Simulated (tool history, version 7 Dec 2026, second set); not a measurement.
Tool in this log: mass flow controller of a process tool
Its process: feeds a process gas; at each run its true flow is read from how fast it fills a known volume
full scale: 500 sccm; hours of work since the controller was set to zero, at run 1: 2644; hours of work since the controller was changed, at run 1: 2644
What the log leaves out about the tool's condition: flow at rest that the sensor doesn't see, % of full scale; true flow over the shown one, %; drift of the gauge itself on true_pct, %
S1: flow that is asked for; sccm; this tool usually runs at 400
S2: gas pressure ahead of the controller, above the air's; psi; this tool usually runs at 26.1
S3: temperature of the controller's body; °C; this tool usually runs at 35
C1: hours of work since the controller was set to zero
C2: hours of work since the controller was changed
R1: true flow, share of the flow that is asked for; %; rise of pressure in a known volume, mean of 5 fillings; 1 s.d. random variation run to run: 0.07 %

run,day,S1,S2,S3,C1,C2,R1
1,0,400,26.1,35,2644,2644,98.71
2,10.983,400,26.1,35,2758,2758,98.85
3,32.608,400,26.1,35,2982,2982,98.92
4,54.579,190,26.1,35,3211,3211,96.77
5,66.492,190,26.1,35,3334,3334,96.73
6,83.362,380,26.1,35,3509,3509,98.85
7,102.754,400,26.1,28,3711,3711,99.91
8,116.796,400,26.1,28,3857,3857,99.88
# day 134.271: controller's zero set anew
9,140.3,189,27.1,27,63,4101,99.78
10,164.083,52,30.9,26,310,4348,98.91
11,187.392,150,31.2,38,552,4590,98.3
12,202.538,53,29.4,31,709,4747,97.58
13,217.908,53,30.9,35,869,4907,97.03

5 options for the next run, each taken on its own from the tool as it stands now. Forecast them:
A,234.508,69,27.6,35,1041,5079,?
B,234.508,84,26.7,35,1041,5079,?
C,234.508,91,38.7,34,1041,5079,?
D,234.508,53,29.2,35,1041,5079,?
E,234.508,95,26.5,35,1041,5079,?

run,R1
A,97.29
B,97.47
C,98.15
D,96.63
E,97.91
With no hidden state in the tool, these same runs would have given:
run,R1
A,96.37
B,96.24
C,96.82
D,96.22
E,96.53
